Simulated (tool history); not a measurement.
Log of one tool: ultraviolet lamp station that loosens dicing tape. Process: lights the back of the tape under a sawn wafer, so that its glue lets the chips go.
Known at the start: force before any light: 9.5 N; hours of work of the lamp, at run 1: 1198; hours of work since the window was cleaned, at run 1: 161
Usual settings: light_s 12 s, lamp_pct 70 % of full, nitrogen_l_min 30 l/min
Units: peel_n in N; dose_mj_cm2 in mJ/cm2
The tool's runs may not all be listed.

run    hour  light_s  lamp_pct  nitrogen_l_min  hours of work of the lamp  hours of work since the window was cleaned  peel_n  dose_mj_cm2
  1       0       12        70              30                       1198                                         161   0.407          245
  2    95.9       12        70              30                       1254                                         216   0.418          242
  3   182.7       12        70              30                       1304                                         267   0.398          242
  4   255.5       12        70              30                       1347                                         309   0.417          247
  5   300.4       12        70              30                       1373                                         335   0.429          241
  6   402.2       12        70              30                       1432                                         394   0.413          245
      471.7  -- lamp changed
  7   500.3       12        70              30                         17                                         450   0.423          248
  8     543       12        70              30                         41                                         475   0.401          242
  9   633.7       12        70              30                         94                                         528   0.388          244
 10   678.8       12        82              30                        120                                         554   0.253          283
 11   772.6       12        70              30                        175                                         608   0.416          239
      804.4  -- window cleaned of glue's vapour
 12     825       18        81              57                        205                                          12   0.065          423
 13   913.5       18        80              50                        256                                          63   0.074          414
 14   984.4        8        74              11                        297                                         104   1.943          172
 15  1033.5        7        70              30                        326                                         133    1.39          141
 16  1109.4       12        63              29                        370                                         177   0.565          220
 17  1160.5       12        63              29                        399                                         207   0.562          217
 18    1258       13        70              42                        456                                         263   0.227          268
 19  1337.4        7        70              30                        502                                         309    1.45          143
 20    1429        7        70              30                        555                                         362   1.443          141
 21  1488.5        7        70              30                        590                                         397   1.391          145

Forecast each of these 4 alternatives for the next run:
  A  1553.1       12        97              36                        627                                         434       ?            ?
  B  1553.1       12        84              30                        627                                         434       ?            ?
  C  1553.1       17        77              34                        627                                         434       ?            ?
  D  1553.1       10        70              30                        627                                         434       ?            ?

run  peel_n  dose_mj_cm2
  A   0.135          337
  B   0.233          289
  C   0.109          381
  D   0.682          203
Without the tool's hidden state the same runs would have given:
run  peel_n  dose_mj_cm2
  A   0.134          338
  B   0.231          290
  C   0.109          382
  D   0.677          203

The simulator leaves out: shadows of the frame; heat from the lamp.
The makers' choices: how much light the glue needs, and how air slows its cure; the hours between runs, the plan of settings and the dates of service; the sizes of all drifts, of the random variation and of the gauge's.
